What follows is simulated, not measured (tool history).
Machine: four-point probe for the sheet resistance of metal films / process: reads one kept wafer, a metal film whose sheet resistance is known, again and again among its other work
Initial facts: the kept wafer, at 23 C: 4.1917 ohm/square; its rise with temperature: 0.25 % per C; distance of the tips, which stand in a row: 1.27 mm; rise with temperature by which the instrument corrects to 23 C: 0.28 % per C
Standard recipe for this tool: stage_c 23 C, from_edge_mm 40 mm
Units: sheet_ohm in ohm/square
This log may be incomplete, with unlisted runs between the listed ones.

| run | hour | stage_c | from_edge_mm | sheet_ohm |
|---|---|---|---|---|
| 1 | 0 | 23 | 40 | 4.189052 |
| 2 | 57.1 | 23 | 40 | 4.187979 |
| 3 | 101.3 | 23 | 40 | 4.185654 |
| 4 | 170.8 | 23 | 40 | 4.183968 |
| 5 | 229 | 23 | 40 | 4.182544 |
| 6 | 315.3 | 23 | 40 | 4.180407 |
| 7 | 385.9 | 23 | 40 | 4.1812 |
| 8 | 438.1 | 23 | 40 | 4.178807 |
| 9 | 502.3 | 23 | 40 | 4.176546 |
| 10 | 550.5 | 23 | 40 | 4.177475 |
| 11 | 632.5 | 23 | 40 | 4.174529 |
| 12 | 730.7 | 23 | 40 | 4.174055 |
| 13 | 789.5 | 23 | 40 | 4.17374 |
| 14 | 842.5 | 23 | 29 | 4.174119 |
| 15 | 903.2 | 23 | 20 | 4.175696 |
| 16 | 947.2 | 23 | 20 | 4.175439 |
| 17 | 1038.8 | 24 | 40 | 4.165348 |
|  | 1074.5 | new probe head fitted |
| 18 | 1086.2 | 24 | 40 | 4.157077 |
| 19 | 1170.8 | 33 | 8 | 4.202751 |
| 20 | 1269.5 | 22 | 25 | 4.159571 |
| 21 | 1365.8 | 28 | 15 | 4.162847 |
| 22 | 1439.7 | 31 | 12 | 4.168144 |
| 23 | 1480.9 | 31 | 24 | 4.149094 |
| 24 | 1557.5 | 25 | 40 | 4.147853 |
|  | 1649.2 | stage's thermometer calibrated |
| 25 | 1649.2 | 23 | 13 | 4.175158 |
| 26 | 1694.5 | 22 | 26 | 4.160826 |
| 27 | 1777.7 | 22 | 40 | 4.157886 |
| 28 | 1823.8 | 30 | 5 | 4.283717 |
| 29 | 1922.3 | 23 | 4 | 4.362543 |
| 30 | 1991.4 | 22 | 9 | 4.192996 |

4 options for the next run, each taken on its own from the tool as it stands now. Forecast them:
| A | 2044.9 | 23 | 15 | ? |
| B | 2044.9 | 22 | 19 | ? |
| C | 2044.9 | 27 | 6 | ? |
| D | 2044.9 | 23 | 52 | ? |

| run | sheet_ohm |
|---|---|
| A | 4.162972 |
| B | 4.158772 |
| C | 4.239391 |
| D | 4.148201 |
Had the tool no hidden state, the same runs would have come out as:
| run | sheet_ohm |
|---|---|
| A | 4.207803 |
| B | 4.203564 |
| C | 4.284972 |
| D | 4.192885 |
